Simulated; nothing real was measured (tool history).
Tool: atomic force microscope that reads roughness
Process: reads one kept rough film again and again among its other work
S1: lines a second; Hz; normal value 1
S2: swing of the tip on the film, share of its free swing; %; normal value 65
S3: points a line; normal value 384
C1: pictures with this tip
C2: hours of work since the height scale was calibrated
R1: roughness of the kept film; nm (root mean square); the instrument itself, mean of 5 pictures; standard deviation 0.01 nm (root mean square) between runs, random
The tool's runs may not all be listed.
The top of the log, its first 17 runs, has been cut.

Run 18, day 20.25: usual settings but S1 1.42 Hz; C1 252; C2 405. Result: R1 1.91 nm (root mean square).
Run 19, day 21.592: usual settings but S1 1.42 Hz; C1 298; C2 427. Result: R1 1.837 nm (root mean square).
At day 21.738: new tip fitted.
Run 20, day 22.288: usual settings but S1 1.42 Hz; C1 19; C2 438. Result: R1 2.231 nm (root mean square).
Run 21, day 23.346: usual settings but S3 436; C1 55; C2 455. Result: R1 2.207 nm (root mean square).
Run 22, day 24.129: usual settings but S1 2.47 Hz, S2 72 %, S3 407; C1 82; C2 468. Result: R1 1.991 nm (root mean square).
Run 23, day 25.454: usual settings but S1 2.47 Hz, S2 72 %, S3 407; C1 127; C2 489. Result: R1 1.917 nm (root mean square).
Run 24, day 26.921: usual settings but S1 2.8 Hz, S2 64 %, S3 345; C1 177; C2 513. Result: R1 1.911 nm (root mean square).
Run 25, day 27.608: usual settings but S3 654; C1 201; C2 524. Result: R1 2.009 nm (root mean square).
Run 26, day 28.608: usual settings but S1 1.34 Hz, S3 325; C1 235; C2 540. Result: R1 1.9 nm (root mean square).
Run 27, day 29.888: usual settings but S1 3.6 Hz, S2 58 %, S3 325; C1 279; C2 561. Result: R1 1.804 nm (root mean square).
At day 30.588: new tip fitted.
Run 28, day 31.433: usual settings but S1 1.08 Hz, S2 80 %, S3 493; C1 29; C2 585. Result: R1 2.154 nm (root mean square).
Run 29, day 32.133: usual settings but S1 1.08 Hz, S2 80 %, S3 493; C1 53; C2 597. Result: R1 2.087 nm (root mean square).
Run 30, day 33.479: usual settings but S3 669; C1 99; C2 619. Result: R1 2.145 nm (root mean square).
Run 31, day 34.658: usual settings but S1 1.56 Hz, S3 755; C1 140; C2 638. Result: R1 2.068 nm (root mean square).
Run 32, day 35.8: usual settings but S3 983; C1 179; C2 656. Result: R1 2.014 nm (root mean square).
Run 33, day 36.762: usual settings but S3 983; C1 211; C2 672. Result: R1 1.978 nm (root mean square).
Run 34, day 37.712: usual settings but S1 2.29 Hz, S2 59 %, S3 1011; C1 244; C2 687. Result: R1 1.921 nm (root mean square).
Run 35, day 39.179: usual settings but S1 3.01 Hz, S2 59 %, S3 1011; C1 294; C2 711. Result: R1 1.835 nm (root mean square).
At day 39.425: new tip fitted.
Run 36, day 40.546: usual settings but S1 1.18 Hz, S3 506; C1 38; C2 732. Result: R1 2.193 nm (root mean square).
Run 37, day 41.683: usual settings but S1 1.26 Hz, S2 72 %, S3 614; C1 77; C2 751. Result: R1 2.087 nm (root mean square).
Run 38, day 42.733: usual settings but S1 1.26 Hz, S2 72 %, S3 614; C1 113; C2 768. Result: R1 2.051 nm (root mean square).
Run 39, day 43.575: usual settings but S1 2.35 Hz, S2 63 %, S3 307; C1 142; C2 781. Result: R1 1.961 nm (root mean square).
Run 40, day 44.592: usual settings but S2 61 %, S3 977; C1 177; C2 798. Result: R1 2.032 nm (root mean square).
Run 41, day 46.1: usual settings but S1 0.96 Hz, S2 60 %, S3 569; C1 228; C2 822. Result: R1 1.976 nm (root mean square).
Run 42, day 46.75: usual settings but S1 2.49 Hz, S2 56 %, S3 569; C1 251; C2 833. Result: R1 1.892 nm (root mean square).

Branching from run 42: 3 alternative next runs. What would each branch give?
Run A, day 48.142: usual settings but S2 79 %, S3 776; C1 298; C2 855. Result: R1 ?.
Run B, day 48.142: usual settings but S2 70 %; C1 298; C2 855. Result: R1 ?.
Run C, day 48.142: usual settings but S1 2.55 Hz, S2 56 %, S3 649; C1 298; C2 855. Result: R1 ?.

run     R1
  A  1.821
  B  1.829
  C  1.835
The same runs, with their run-to-run variation unchanged, on a tool lacking any hidden condition would have given:
run     R1
  A  2.254
  B  2.264
  C  2.274
